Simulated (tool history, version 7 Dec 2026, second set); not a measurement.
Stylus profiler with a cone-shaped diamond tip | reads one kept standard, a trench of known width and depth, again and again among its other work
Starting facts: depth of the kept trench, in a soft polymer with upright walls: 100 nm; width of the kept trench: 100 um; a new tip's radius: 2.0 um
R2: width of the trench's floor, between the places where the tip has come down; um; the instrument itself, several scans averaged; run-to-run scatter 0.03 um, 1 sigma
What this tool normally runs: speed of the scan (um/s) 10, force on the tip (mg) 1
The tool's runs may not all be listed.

{"run": 1, "hour": 0.0, "speed of the scan (um/s)": 10, "force on the tip (mg)": 1, "depth of the trench (nm)": 101.06, "R2": 98.18}
{"run": 2, "hour": 29.2, "speed of the scan (um/s)": 10, "force on the tip (mg)": 1, "depth of the trench (nm)": 101.14, "R2": 98.2}
{"run": 3, "hour": 52.7, "speed of the scan (um/s)": 10, "force on the tip (mg)": 1, "depth of the trench (nm)": 101.15, "R2": 98.25}
{"run": 4, "hour": 75.7, "speed of the scan (um/s)": 10, "force on the tip (mg)": 1, "depth of the trench (nm)": 101.04, "R2": 98.19}
{"run": 5, "hour": 107.0, "speed of the scan (um/s)": 10, "force on the tip (mg)": 1, "depth of the trench (nm)": 101.06, "R2": 98.18}
{"run": 6, "hour": 124.7, "speed of the scan (um/s)": 10, "force on the tip (mg)": 1, "depth of the trench (nm)": 101.09, "R2": 98.13}
{"run": 7, "hour": 151.5, "speed of the scan (um/s)": 10, "force on the tip (mg)": 1, "depth of the trench (nm)": 101.06, "R2": 98.14}
{"run": 8, "hour": 172.4, "speed of the scan (um/s)": 10, "force on the tip (mg)": 1, "depth of the trench (nm)": 101.12, "R2": 98.14}
{"run": 9, "hour": 208.0, "speed of the scan (um/s)": 10, "force on the tip (mg)": 1, "depth of the trench (nm)": 101.19, "R2": 98.13}
{"run": 10, "hour": 223.4, "speed of the scan (um/s)": 10, "force on the tip (mg)": 1, "depth of the trench (nm)": 101.09, "R2": 98.15}
{"run": 11, "hour": 244.5, "speed of the scan (um/s)": 10, "force on the tip (mg)": 1, "depth of the trench (nm)": 101.16, "R2": 98.11}
{"run": 12, "hour": 277.3, "speed of the scan (um/s)": 10, "force on the tip (mg)": 1, "depth of the trench (nm)": 101.12, "R2": 98.13}
{"run": 13, "hour": 309.7, "speed of the scan (um/s)": 10, "force on the tip (mg)": 1, "depth of the trench (nm)": 101.17, "R2": 98.14}
{"run": 14, "hour": 341.1, "speed of the scan (um/s)": 3, "force on the tip (mg)": 1, "depth of the trench (nm)": 101.15, "R2": 98.17}
{"run": 15, "hour": 362.5, "speed of the scan (um/s)": 10, "force on the tip (mg)": 1, "depth of the trench (nm)": 101.17, "R2": 98.08}
{"run": 16, "hour": 383.1, "speed of the scan (um/s)": 10, "force on the tip (mg)": 0.36, "depth of the trench (nm)": 100.78, "R2": 98.07}
{"run": 17, "hour": 404.7, "speed of the scan (um/s)": 10, "force on the tip (mg)": 0.36, "depth of the trench (nm)": 100.73, "R2": 98}
{"run": 18, "hour": 439.2, "speed of the scan (um/s)": 16, "force on the tip (mg)": 1, "depth of the trench (nm)": 101.2, "R2": 98.01}
{"run": 19, "hour": 466.3, "speed of the scan (um/s)": 16, "force on the tip (mg)": 1, "depth of the trench (nm)": 101.15, "R2": 98.01}
{"run": 20, "hour": 493.0, "speed of the scan (um/s)": 16, "force on the tip (mg)": 1, "depth of the trench (nm)": 101.29, "R2": 98.05}
{"run": 21, "hour": 526.4, "speed of the scan (um/s)": 10, "force on the tip (mg)": 1, "depth of the trench (nm)": 101.16, "R2": 98.02}
{"run": 22, "hour": 543.0, "speed of the scan (um/s)": 10, "force on the tip (mg)": 1, "depth of the trench (nm)": 101.19, "R2": 98.05}
{"run": 23, "hour": 569.4, "speed of the scan (um/s)": 10, "force on the tip (mg)": 1, "depth of the trench (nm)": 101.24, "R2": 98.04}
{"run": 24, "hour": 601.4, "speed of the scan (um/s)": 10, "force on the tip (mg)": 1, "depth of the trench (nm)": 101.22, "R2": 98.09}
{"run": 25, "hour": 627.8, "speed of the scan (um/s)": 38, "force on the tip (mg)": 1, "depth of the trench (nm)": 101.2, "R2": 97.76}
{"run": 26, "hour": 649.8, "speed of the scan (um/s)": 38, "force on the tip (mg)": 1, "depth of the trench (nm)": 101.23, "R2": 97.74}
{"run": 27, "hour": 685.0, "speed of the scan (um/s)": 5, "force on the tip (mg)": 0.39, "depth of the trench (nm)": 100.86, "R2": 98}
{"run": 28, "hour": 703.4, "speed of the scan (um/s)": 8, "force on the tip (mg)": 2.49, "depth of the trench (nm)": 101.87, "R2": 98.04}
{"run": 29, "hour": 720.7, "speed of the scan (um/s)": 8, "force on the tip (mg)": 2.49, "depth of the trench (nm)": 101.86, "R2": 98.06}
{"run": 30, "hour": 748.3, "speed of the scan (um/s)": 20, "force on the tip (mg)": 0.72, "depth of the trench (nm)": 101.15, "R2": 97.86}
{"run": 31, "hour": 776.0, "speed of the scan (um/s)": 9, "force on the tip (mg)": 1.36, "depth of the trench (nm)": 101.43, "R2": 98}
{"run": 32, "hour": 803.2, "speed of the scan (um/s)": 19, "force on the tip (mg)": 0.37, "depth of the trench (nm)": 100.89, "R2": 97.79}
{"run": 33, "hour": 820.2, "speed of the scan (um/s)": 19, "force on the tip (mg)": 0.37, "depth of the trench (nm)": 100.88, "R2": 97.76}
{"run": 34, "hour": 855.4, "speed of the scan (um/s)": 8, "force on the tip (mg)": 1.17, "depth of the trench (nm)": 101.34, "R2": 97.97}
{"run": 35, "hour": 877.3, "speed of the scan (um/s)": 27, "force on the tip (mg)": 0.42, "depth of the trench (nm)": 100.9, "R2": 97.67}
{"run": 36, "hour": 898.8, "speed of the scan (um/s)": 27, "force on the tip (mg)": 0.42, "depth of the trench (nm)": 100.93, "R2": 97.69}
{"run": 37, "hour": 916.2, "speed of the scan (um/s)": 27, "force on the tip (mg)": 0.42, "depth of the trench (nm)": 100.94, "R2": 97.7}
{"run": 38, "hour": 952.3, "speed of the scan (um/s)": 27, "force on the tip (mg)": 1.56, "depth of the trench (nm)": 101.52, "R2": 97.81}
{"run": 39, "hour": 986.4, "speed of the scan (um/s)": 16, "force on the tip (mg)": 0.75, "depth of the trench (nm)": 101.17, "R2": 97.89}
{"run": 40, "hour": 1022.2, "speed of the scan (um/s)": 7, "force on the tip (mg)": 0.97, "depth of the trench (nm)": 101.25, "R2": 97.95}
{"run": 41, "hour": 1037.5, "speed of the scan (um/s)": 16, "force on the tip (mg)": 0.42, "depth of the trench (nm)": 100.98, "R2": 97.8}
{"run": 42, "hour": 1067.6, "speed of the scan (um/s)": 2, "force on the tip (mg)": 1.06, "depth of the trench (nm)": 101.36, "R2": 97.98}
{"run": 43, "hour": 1082.6, "speed of the scan (um/s)": 22, "force on the tip (mg)": 0.48, "depth of the trench (nm)": 101.04, "R2": 97.68}

Run 44 is up next; what results do you expect?
{"run": 44, "hour": 1100.1, "speed of the scan (um/s)": 11, "force on the tip (mg)": 1.88, "depth of the trench (nm)": "?", "R2": "?"}

Run 44 came out at depth of the trench (nm) 101.69, R2 97.9 um.
Minus the tool's unlogged condition, the same run would have read depth of the trench (nm) 101.12, R2 98.67 um.

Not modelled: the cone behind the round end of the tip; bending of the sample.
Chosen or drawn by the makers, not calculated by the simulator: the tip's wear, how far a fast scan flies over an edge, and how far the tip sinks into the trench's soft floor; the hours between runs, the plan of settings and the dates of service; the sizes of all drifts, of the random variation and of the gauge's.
